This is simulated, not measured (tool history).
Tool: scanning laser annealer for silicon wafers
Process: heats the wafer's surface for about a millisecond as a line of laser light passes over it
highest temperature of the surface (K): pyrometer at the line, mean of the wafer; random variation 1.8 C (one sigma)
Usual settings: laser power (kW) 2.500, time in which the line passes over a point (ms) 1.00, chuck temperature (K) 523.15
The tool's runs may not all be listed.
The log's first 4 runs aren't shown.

| run | hour | laser power (kW) | time in which the line passes over a point (ms) | chuck temperature (K) | hours of work since the window was cleaned | hours of work since the power meter was calibrated | hours of work since the optics were aligned | highest temperature of the surface (K) |
|---|---|---|---|---|---|---|---|---|
|  | 230.3 | optics aligned, line set to its width |
| 5 | 241.1 | 2.500 | 1.00 | 551.15 | 424 | 1065 | 5 | 1238.15 |
| 6 | 287.5 | 2.501 | 1.00 | 523.15 | 447 | 1088 | 28 | 1207.15 |
| 7 | 346.9 | 2.500 | 1.00 | 523.15 | 476 | 1118 | 58 | 1204.15 |
| 8 | 413.3 | 2.500 | 1.00 | 523.15 | 509 | 1150 | 91 | 1206.15 |
| 9 | 483.6 | 2.500 | 1.00 | 523.15 | 544 | 1185 | 125 | 1202.15 |
| 10 | 542.0 | 2.500 | 1.00 | 523.15 | 573 | 1214 | 154 | 1198.15 |
| 11 | 616.4 | 2.127 | 1.00 | 523.15 | 610 | 1251 | 191 | 1095.15 |
| 12 | 664.4 | 2.127 | 1.00 | 523.15 | 634 | 1275 | 215 | 1094.15 |
| 13 | 721.8 | 2.500 | 1.00 | 549.15 | 662 | 1303 | 243 | 1216.15 |
| 14 | 762.1 | 2.500 | 1.00 | 549.15 | 682 | 1323 | 263 | 1220.15 |
| 15 | 795.6 | 2.500 | 1.00 | 549.15 | 699 | 1340 | 280 | 1214.15 |
| 16 | 860.4 | 2.500 | 1.00 | 523.15 | 731 | 1372 | 312 | 1190.15 |
|  | 869.5 | window over the wafer cleaned |
| 17 | 906.0 | 2.500 | 0.99 | 523.15 | 18 | 1393 | 334 | 1224.15 |
| 18 | 984.0 | 2.500 | 0.99 | 523.15 | 57 | 1432 | 372 | 1222.15 |
| 19 | 1041.8 | 2.500 | 0.99 | 523.15 | 85 | 1461 | 401 | 1216.15 |
| 20 | 1106.9 | 2.374 | 0.99 | 523.15 | 118 | 1493 | 433 | 1181.15 |
| 21 | 1183.4 | 2.374 | 0.99 | 523.15 | 155 | 1531 | 471 | 1177.15 |
| 22 | 1239.5 | 2.374 | 1.08 | 541.15 | 183 | 1559 | 499 | 1227.15 |
| 23 | 1291.3 | 2.390 | 1.06 | 486.15 | 209 | 1584 | 525 | 1167.15 |

Forecast run 24:
| 24 | 1341.9 | 2.355 | 1.12 | 486.15 | 234 | 1609 | 550 | ? |

{"run 24": {"highest temperature of the surface (K)": 1174.15}}
Without the tool's hidden state the same run would have given highest temperature of the surface (K) 1195.15.

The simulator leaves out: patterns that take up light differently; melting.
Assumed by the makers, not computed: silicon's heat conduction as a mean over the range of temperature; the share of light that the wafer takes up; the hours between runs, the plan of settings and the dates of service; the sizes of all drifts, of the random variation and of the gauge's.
